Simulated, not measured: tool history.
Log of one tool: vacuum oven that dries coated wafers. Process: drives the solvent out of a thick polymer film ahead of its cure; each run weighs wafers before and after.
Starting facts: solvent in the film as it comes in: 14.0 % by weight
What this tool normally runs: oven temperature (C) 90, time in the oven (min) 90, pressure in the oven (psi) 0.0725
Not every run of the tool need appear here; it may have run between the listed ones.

run 1 hour=0.0 | oven_temperature_(C)=90 time_in_the_oven_(min)=90 pressure_in_the_oven_(psi)=0.0725 | solvent_left_in_the_film_(%)=0.574
run 2 hour=7.1 | oven_temperature_(C)=90 time_in_the_oven_(min)=90 pressure_in_the_oven_(psi)=0.0725 | solvent_left_in_the_film_(%)=0.577
run 3 hour=21.5 | oven_temperature_(C)=90 time_in_the_oven_(min)=90 pressure_in_the_oven_(psi)=0.0496 | solvent_left_in_the_film_(%)=0.540
run 4 hour=32.5 | oven_temperature_(C)=90 time_in_the_oven_(min)=90 pressure_in_the_oven_(psi)=0.0496 | solvent_left_in_the_film_(%)=0.546
run 5 hour=39.7 | oven_temperature_(C)=90 time_in_the_oven_(min)=90 pressure_in_the_oven_(psi)=0.0725 | solvent_left_in_the_film_(%)=0.573
run 6 hour=47.6 | oven_temperature_(C)=90 time_in_the_oven_(min)=96 pressure_in_the_oven_(psi)=0.0725 | solvent_left_in_the_film_(%)=0.491
run 7 hour=61.8 | oven_temperature_(C)=90 time_in_the_oven_(min)=48 pressure_in_the_oven_(psi)=0.0725 | solvent_left_in_the_film_(%)=2.081
run 8 hour=76.5 | oven_temperature_(C)=90 time_in_the_oven_(min)=103 pressure_in_the_oven_(psi)=0.0725 | solvent_left_in_the_film_(%)=0.414
run 9 hour=83.3 | oven_temperature_(C)=90 time_in_the_oven_(min)=103 pressure_in_the_oven_(psi)=0.0725 | solvent_left_in_the_film_(%)=0.438
run 10 hour=95.1 | oven_temperature_(C)=90 time_in_the_oven_(min)=103 pressure_in_the_oven_(psi)=0.0725 | solvent_left_in_the_film_(%)=0.427
run 11 hour=109.1 | oven_temperature_(C)=90 time_in_the_oven_(min)=103 pressure_in_the_oven_(psi)=0.0725 | solvent_left_in_the_film_(%)=0.411
run 12 hour=116.5 | oven_temperature_(C)=90 time_in_the_oven_(min)=103 pressure_in_the_oven_(psi)=0.0725 | solvent_left_in_the_film_(%)=0.411
run 13 hour=125.3 | oven_temperature_(C)=90 time_in_the_oven_(min)=103 pressure_in_the_oven_(psi)=0.0725 | solvent_left_in_the_film_(%)=0.415
-- hour=127.9 vacuum gauge cleaned of residue and calibrated
run 14 hour=141.6 | oven_temperature_(C)=90 time_in_the_oven_(min)=94 pressure_in_the_oven_(psi)=0.0725 | solvent_left_in_the_film_(%)=0.543
run 15 hour=153.9 | oven_temperature_(C)=90 time_in_the_oven_(min)=94 pressure_in_the_oven_(psi)=0.0725 | solvent_left_in_the_film_(%)=0.515
run 16 hour=162.8 | oven_temperature_(C)=90 time_in_the_oven_(min)=94 pressure_in_the_oven_(psi)=0.0725 | solvent_left_in_the_film_(%)=0.518
-- hour=176.2 vacuum gauge cleaned of residue and calibrated, once more
run 17 hour=176.2 | oven_temperature_(C)=90 time_in_the_oven_(min)=94 pressure_in_the_oven_(psi)=0.0725 | solvent_left_in_the_film_(%)=0.473
run 18 hour=186.5 | oven_temperature_(C)=90 time_in_the_oven_(min)=94 pressure_in_the_oven_(psi)=0.0531 | solvent_left_in_the_film_(%)=0.453
run 19 hour=194.2 | oven_temperature_(C)=76 time_in_the_oven_(min)=58 pressure_in_the_oven_(psi)=0.0531 | solvent_left_in_the_film_(%)=3.902
run 20 hour=202.8 | oven_temperature_(C)=76 time_in_the_oven_(min)=58 pressure_in_the_oven_(psi)=0.0531 | solvent_left_in_the_film_(%)=3.905
run 21 hour=210.6 | oven_temperature_(C)=104 time_in_the_oven_(min)=90 pressure_in_the_oven_(psi)=0.1962 | solvent_left_in_the_film_(%)=0.224
run 22 hour=222.7 | oven_temperature_(C)=103 time_in_the_oven_(min)=80 pressure_in_the_oven_(psi)=0.0419 | solvent_left_in_the_film_(%)=0.102
run 23 hour=233.8 | oven_temperature_(C)=80 time_in_the_oven_(min)=78 pressure_in_the_oven_(psi)=0.2796 | solvent_left_in_the_film_(%)=2.497
run 24 hour=241.2 | oven_temperature_(C)=80 time_in_the_oven_(min)=78 pressure_in_the_oven_(psi)=0.2796 | solvent_left_in_the_film_(%)=2.506
run 25 hour=248.8 | oven_temperature_(C)=80 time_in_the_oven_(min)=78 pressure_in_the_oven_(psi)=0.2796 | solvent_left_in_the_film_(%)=2.520
run 26 hour=259.5 | oven_temperature_(C)=80 time_in_the_oven_(min)=78 pressure_in_the_oven_(psi)=0.2796 | solvent_left_in_the_film_(%)=2.493
run 27 hour=267.7 | oven_temperature_(C)=90 time_in_the_oven_(min)=47 pressure_in_the_oven_(psi)=0.0696 | solvent_left_in_the_film_(%)=2.088
run 28 hour=278.6 | oven_temperature_(C)=101 time_in_the_oven_(min)=51 pressure_in_the_oven_(psi)=0.0725 | solvent_left_in_the_film_(%)=0.584
run 29 hour=287.0 | oven_temperature_(C)=100 time_in_the_oven_(min)=80 pressure_in_the_oven_(psi)=0.1378 | solvent_left_in_the_film_(%)=0.269
run 30 hour=293.5 | oven_temperature_(C)=102 time_in_the_oven_(min)=88 pressure_in_the_oven_(psi)=0.0557 | solvent_left_in_the_film_(%)=0.094
run 31 hour=299.7 | oven_temperature_(C)=86 time_in_the_oven_(min)=90 pressure_in_the_oven_(psi)=0.2695 | solvent_left_in_the_film_(%)=1.208

Each row is a separate what-if for the run after 31, all from the same tool condition, not one after another. Results?
run A hour=306.1 | oven_temperature_(C)=78 time_in_the_oven_(min)=130 pressure_in_the_oven_(psi)=0.1635 | solvent_left_in_the_film_(%)=?
run B hour=306.1 | oven_temperature_(C)=90 time_in_the_oven_(min)=48 pressure_in_the_oven_(psi)=0.0725 | solvent_left_in_the_film_(%)=?
run C hour=306.1 | oven_temperature_(C)=86 time_in_the_oven_(min)=90 pressure_in_the_oven_(psi)=0.2556 | solvent_left_in_the_film_(%)=?
run D hour=306.1 | oven_temperature_(C)=104 time_in_the_oven_(min)=147 pressure_in_the_oven_(psi)=0.0709 | solvent_left_in_the_film_(%)=?

run=A solvent_left_in_the_film_(%)=1.186
run=B solvent_left_in_the_film_(%)=2.003
run=C solvent_left_in_the_film_(%)=1.205
run=D solvent_left_in_the_film_(%)=0.090
What these runs would have given with no unlogged condition in the tool:
run=A solvent_left_in_the_film_(%)=1.293
run=B solvent_left_in_the_film_(%)=2.156
run=C solvent_left_in_the_film_(%)=1.307
run=D solvent_left_in_the_film_(%)=0.091

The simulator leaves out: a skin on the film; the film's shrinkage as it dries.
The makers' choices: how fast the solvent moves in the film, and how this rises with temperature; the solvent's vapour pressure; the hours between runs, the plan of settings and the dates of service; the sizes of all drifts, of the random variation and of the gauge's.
